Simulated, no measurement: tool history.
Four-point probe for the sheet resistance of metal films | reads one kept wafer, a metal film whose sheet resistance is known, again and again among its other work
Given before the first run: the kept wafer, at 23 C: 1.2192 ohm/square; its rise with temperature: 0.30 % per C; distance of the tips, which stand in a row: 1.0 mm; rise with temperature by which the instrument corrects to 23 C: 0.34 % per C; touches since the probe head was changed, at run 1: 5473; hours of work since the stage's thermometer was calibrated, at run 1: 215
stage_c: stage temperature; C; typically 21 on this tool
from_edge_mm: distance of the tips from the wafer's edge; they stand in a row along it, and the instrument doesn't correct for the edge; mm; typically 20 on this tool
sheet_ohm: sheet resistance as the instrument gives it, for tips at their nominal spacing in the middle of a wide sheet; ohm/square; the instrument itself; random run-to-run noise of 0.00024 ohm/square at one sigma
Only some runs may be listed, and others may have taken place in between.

run	day	stage_c	from_edge_mm	touches since the probe head was changed	hours of work since the stage's thermometer was calibrated	sheet_ohm
1	0	21	20	5473	215	1.22186
2	0.804	21	20	5745	224	1.221898
3	2.117	21	20	6190	238	1.221538
4	3.542	21	20	6675	253	1.222225
5	4.542	21	6	7013	264	1.238552
6	5.546	24	20	7354	275	1.219835
7	6.996	21	18	7847	291	1.222058
8	8.517	21	29	8361	307	1.22106
9	9.954	21	29	8850	323	1.220833
10	10.721	21	29	9110	331	1.221004
11	11.767	27	20	9464	343	1.218894
12	12.796	30	20	9814	354	1.216947
13	14.079	21	43	10249	368	1.220734
14	15.371	21	20	10687	382	1.221898
15	16.533	21	20	11082	394	1.221755
16	17.329	21	20	11352	403	1.222083
17	18.846	21	20	11866	419	1.222206
18	20.475	21	20	12419	437	1.221691
19	22.05	21	20	12953	454	1.222009
20	23.258	21	4	13363	467	1.25993
# day 23.412: stage's thermometer calibrated
21	24.829	21	11	13890	15	1.226481
# day 26.371: stage's thermometer calibrated, once more
22	26.479	21	11	14443	1	1.224894
23	28.05	22	7	14975	18	1.232534
24	29.392	34	5	15430	33	1.237912
25	31.021	19	26	15982	50	1.222062
26	31.721	27	20	16221	58	1.217562
27	32.475	20	47	16476	66	1.220491
28	33.333	34	5	16767	76	1.238309
29	34.308	34	5	17099	86	1.237691
30	35.667	26	13	17560	101	1.220866
31	36.425	29	5	17816	109	1.240854
32	37.933	23	66	18329	126	1.218893
33	38.796	23	66	18621	135	1.218773
34	40.075	22	12	19055	149	1.223513
35	41.458	20	12	19525	164	1.225334
36	42.896	19	5	20012	179	1.246407
37	44.292	19	5	20486	195	1.246362
38	45.483	22	16	20890	207	1.221682
39	46.508	25	75	21238	219	1.217661
40	47.717	25	75	21647	232	1.217658
41	49.088	25	34	22113	247	1.217864
42	50.417	30	13	22564	261	1.218237
43	52.008	30	25	23103	278	1.216042
44	52.967	31	71	23428	289	1.214361

Hidden state or all else? Some run-to-run changes of sheet_ohm, split into what the settings, what came in and random variation would give without the hidden state, and what is left for the hidden state (with any gauge scatter that isn't in both results):
Hidden conditions of the tool in this case: inner tips' distance over the nominal, %; tips' flats over new ones', %; wafer's true temperature over the reading, C; drift of the gauge itself on sheet_ohm, %.
Run 12 -> 13: stage_c 30 -> 21, from_edge_mm 20 -> 43. sheet_ohm +0.003787 ohm/square: hidden state +0.00002, all else +0.003767.
Run 19 -> 20: from_edge_mm 20 -> 4. sheet_ohm +0.037921 ohm/square: hidden state +0.000009, all else +0.037912.
Run 20 -> 21: from_edge_mm 4 -> 11, stage's thermometer calibrated. sheet_ohm -0.033449 ohm/square: hidden state +0.000368, all else -0.033817.
Run 21 -> 22: stage's thermometer calibrated, once more. sheet_ohm -0.001587 ohm/square: hidden state -0.001141, all else -0.000446.
Run 37 -> 38: stage_c 19 -> 22, from_edge_mm 5 -> 16. sheet_ohm -0.02468 ohm/square: hidden state +0.000018, all else -0.024698.
